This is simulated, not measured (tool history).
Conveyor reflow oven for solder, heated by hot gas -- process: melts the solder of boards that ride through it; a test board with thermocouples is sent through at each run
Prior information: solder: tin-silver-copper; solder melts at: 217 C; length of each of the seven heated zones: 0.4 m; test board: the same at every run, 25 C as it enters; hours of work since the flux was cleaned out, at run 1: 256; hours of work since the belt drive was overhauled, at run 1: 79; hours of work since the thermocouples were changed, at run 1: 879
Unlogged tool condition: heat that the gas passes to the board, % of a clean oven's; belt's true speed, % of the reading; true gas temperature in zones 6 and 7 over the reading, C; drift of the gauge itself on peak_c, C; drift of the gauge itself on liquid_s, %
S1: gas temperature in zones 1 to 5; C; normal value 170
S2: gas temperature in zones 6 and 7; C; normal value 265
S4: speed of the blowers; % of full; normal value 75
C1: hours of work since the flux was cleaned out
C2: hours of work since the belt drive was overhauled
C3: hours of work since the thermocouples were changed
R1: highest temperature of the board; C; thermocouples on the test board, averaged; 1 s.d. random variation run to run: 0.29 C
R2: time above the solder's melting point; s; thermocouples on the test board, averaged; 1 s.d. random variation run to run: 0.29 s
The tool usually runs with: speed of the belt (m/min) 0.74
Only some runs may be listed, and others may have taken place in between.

Run 1, hour 0: usual settings; C1 256; C2 79; C3 879. Result: R1 246.1 C, R2 42.6 s.
At hour 39: thermocouples of zones 6 and 7 changed.
At hour 57.3: flux residue cleaned out of gas plates and filters.
Run 2, hour 87.3: usual settings but S2 263 C; C1 24; C2 143; C3 35. Result: R1 241.7 C, R2 38.3 s.
Run 3, hour 178.2: usual settings but S1 164 C; C1 96; C2 216; C3 107. Result: R1 241.1 C, R2 35.9 s.
At hour 209.8: flux residue cleaned out of gas plates and filters, once more.
Run 4, hour 222.7: usual settings but speed of the belt (m/min) 0.718; C1 10; C2 247; C3 139. Result: R1 248.8 C, R2 46.6 s.
Run 5, hour 264.1: usual settings but S2 259 C; C1 43; C2 280; C3 172. Result: R1 242.9 C, R2 40.2 s.
Run 6, hour 353: usual settings but S2 260 C, S4 58 % of full; C1 114; C2 351; C3 242. Result: R1 239.3 C, R2 35.4 s.
Run 7, hour 444.7: usual settings but S2 260 C, S4 58 % of full; C1 187; C2 424; C3 316. Result: R1 238.4 C, R2 34.8 s.
Run 8, hour 537.9: usual settings but S1 172 C, speed of the belt (m/min) 0.82; C1 262; C2 498; C3 390. Result: R1 242.4 C, R2 35.4 s.
At hour 587.1: flux residue cleaned out of gas plates and filters.
Run 9, hour 633.2: usual settings but S2 271 C, speed of the belt (m/min) 0.82, S4 53 % of full; C1 37; C2 570; C3 462. Result: R1 243.7 C, R2 35.1 s.

What does the tool deliver on the next run?
Run 10, hour 679: usual settings but S2 271 C, speed of the belt (m/min) 0.819; C1 73; C2 607; C3 498. Result: R1 ?, R2 ?.

R1: 249.4 C
R2: 40.4 s
Without the tool's hidden state the same run would have given R1 248.9 C, R2 39.7 s.
